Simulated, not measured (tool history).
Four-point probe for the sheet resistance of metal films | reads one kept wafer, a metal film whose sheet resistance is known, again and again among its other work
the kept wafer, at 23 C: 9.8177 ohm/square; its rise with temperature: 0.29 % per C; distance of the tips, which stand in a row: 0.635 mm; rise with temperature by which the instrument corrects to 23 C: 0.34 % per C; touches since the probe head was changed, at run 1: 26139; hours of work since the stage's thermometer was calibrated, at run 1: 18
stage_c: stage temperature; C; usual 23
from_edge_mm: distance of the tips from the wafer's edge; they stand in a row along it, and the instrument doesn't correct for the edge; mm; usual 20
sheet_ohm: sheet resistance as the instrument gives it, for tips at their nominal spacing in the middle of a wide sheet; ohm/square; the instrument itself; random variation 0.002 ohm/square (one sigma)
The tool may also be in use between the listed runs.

run,hour,stage_c,from_edge_mm,touches since the probe head was changed,hours of work since the stage's thermometer was calibrated,sheet_ohm
1,0,23,20,26139,18,9.786354
2,32.1,23,20,26482,31,9.785622
3,95.4,25,20,27160,58,9.774445
4,129.3,25,20,27523,72,9.772467
5,183.3,19,20,28101,94,9.806625
6,216,19,20,28450,108,9.802711
7,268.5,19,20,29012,129,9.806975
8,319.5,19,20,29558,150,9.805369
9,351,19,20,29896,164,9.806466
10,385.6,19,20,30266,178,9.806803
11,432,20,20,30763,197,9.803425

The next listed run, before its measurement:
12,491.9,20,20,31403,222,?

Run 12 gave sheet_ohm 9.800113 ohm/square.
Without the tool's hidden state the same run would have given sheet_ohm 9.838347 ohm/square.

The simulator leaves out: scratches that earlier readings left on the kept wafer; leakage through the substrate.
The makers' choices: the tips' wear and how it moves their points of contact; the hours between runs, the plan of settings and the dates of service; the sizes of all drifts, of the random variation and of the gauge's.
